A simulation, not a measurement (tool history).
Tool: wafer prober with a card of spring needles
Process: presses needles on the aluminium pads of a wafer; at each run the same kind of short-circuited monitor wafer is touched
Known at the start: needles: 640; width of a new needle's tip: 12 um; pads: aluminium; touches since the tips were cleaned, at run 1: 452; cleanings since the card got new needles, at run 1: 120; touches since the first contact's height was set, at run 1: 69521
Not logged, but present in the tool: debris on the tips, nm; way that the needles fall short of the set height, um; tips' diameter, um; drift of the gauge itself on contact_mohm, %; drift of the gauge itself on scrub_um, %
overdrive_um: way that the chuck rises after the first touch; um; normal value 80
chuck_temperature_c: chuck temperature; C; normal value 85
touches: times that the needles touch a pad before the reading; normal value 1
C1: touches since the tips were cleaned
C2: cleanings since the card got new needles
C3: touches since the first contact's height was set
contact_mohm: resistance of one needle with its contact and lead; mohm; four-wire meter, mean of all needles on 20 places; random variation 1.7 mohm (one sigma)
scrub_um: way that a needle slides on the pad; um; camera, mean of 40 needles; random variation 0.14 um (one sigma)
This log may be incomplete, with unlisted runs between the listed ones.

Run 1, hour 0: usual settings; C1 452; C2 120; C3 69521. Result: contact_mohm 197 mohm, scrub_um 15.96 um.
At hour 3.4: tips cleaned on abrasive film.
At hour 7.8: tips cleaned on abrasive film.
At hour 11.3: tips cleaned on abrasive film.
Run 2, hour 14.6: usual settings but chuck_temperature_c 57 C; C1 1935; C2 123; C3 77921. Result: contact_mohm 221 mohm, scrub_um 15.97 um.
At hour 15.5: tips cleaned on abrasive film.
At hour 19.8: tips cleaned on abrasive film.
At hour 24: tips cleaned on abrasive film.
Run 3, hour 26.9: usual settings but chuck_temperature_c 57 C; C1 1679; C2 126; C3 84971. Result: contact_mohm 217 mohm, scrub_um 15.97 um.
At hour 27.7: tips cleaned on abrasive film.
At hour 32.1: tips cleaned on abrasive film.
At hour 36.5: tips cleaned on abrasive film.
Run 4, hour 39: usual settings but chuck_temperature_c 57 C; C1 1501; C2 129; C3 91958. Result: contact_mohm 218 mohm, scrub_um 15.94 um.
At hour 40.8: tips cleaned on abrasive film.
At hour 45.1: tips cleaned on abrasive film.
At hour 49.3: tips cleaned on abrasive film.
Run 5, hour 51.4: usual settings but chuck_temperature_c 69 C; C1 1205; C2 132; C3 99043. Result: contact_mohm 217 mohm, scrub_um 15.91 um.
At hour 53.2: tips cleaned on abrasive film.
At hour 57.6: tips cleaned on abrasive film.
At hour 61.2: height of the first contact set anew.
At hour 62.1: tips cleaned on abrasive film.
At hour 66.4: tips cleaned on abrasive film.
Run 6, hour 67.1: usual settings but chuck_temperature_c 69 C, touches 2; C1 406; C2 136; C3 3354. Result: contact_mohm 187 mohm, scrub_um 16.54 um.
At hour 70.6: tips cleaned on abrasive film.
At hour 74.1: tips cleaned on abrasive film.
Run 7, hour 75: usual settings but chuck_temperature_c 69 C, touches 2; C1 556; C2 138; C3 7916. Result: contact_mohm 186 mohm, scrub_um 16.59 um.
At hour 77.7: tips cleaned on abrasive film.
At hour 81.9: tips cleaned on abrasive film.
At hour 86.3: tips cleaned on abrasive film.
Run 8, hour 88.3: usual settings but chuck_temperature_c 69 C, touches 2; C1 1170; C2 141; C3 15541. Result: contact_mohm 194 mohm, scrub_um 16.63 um.
At hour 90: tips cleaned on abrasive film.
At hour 94.4: tips cleaned on abrasive film.
Run 9, hour 96.6: usual settings but overdrive_um 60 um, chuck_temperature_c 52 C, touches 2; C1 1277; C2 143; C3 20297. Result: contact_mohm 213 mohm, scrub_um 12.33 um.
At hour 98.4: tips cleaned on abrasive film.
At hour 102.6: tips cleaned on abrasive film.
Run 10, hour 104.4: usual settings but overdrive_um 93 um, chuck_temperature_c 76 C, touches 2; C1 1079; C2 145; C3 24796. Result: contact_mohm 186 mohm, scrub_um 19.33 um.
At hour 106.2: tips cleaned on abrasive film.
At hour 110.6: tips cleaned on abrasive film.
At hour 114.9: tips cleaned on abrasive film.
Run 11, hour 117.5: usual settings but overdrive_um 88 um, chuck_temperature_c 27 C; C1 1525; C2 148; C3 32330. Result: contact_mohm 203 mohm, scrub_um 18.11 um.
At hour 118.5: tips cleaned on abrasive film.
At hour 122.7: tips cleaned on abrasive film.
At hour 126.8: tips cleaned on abrasive film.
Run 12, hour 126.9: usual settings but overdrive_um 75 um; C1 47; C2 151; C3 37665. Result: contact_mohm 183 mohm, scrub_um 15.4 um.

For some of the steps in contact_mohm from one run to the next: how much would appear even if the tool had no hidden state, given the settings, what came in and random variation, and how much remains for the hidden state plus any gauge scatter that the measured result and the result without hidden state don't share?
Run 1 -> 2: chuck_temperature_c 85 -> 57, tips cleaned on abrasive film, tips cleaned on abrasive film, tips cleaned on abrasive film. contact_mohm +24 mohm: hidden state +32, all else -8.
Run 5 -> 6: touches 1 -> 2, tips cleaned on abrasive film, tips cleaned on abrasive film, height of the first contact set anew, tips cleaned on abrasive film, tips cleaned on abrasive film. contact_mohm -30 mohm: hidden state -31, all else +1.
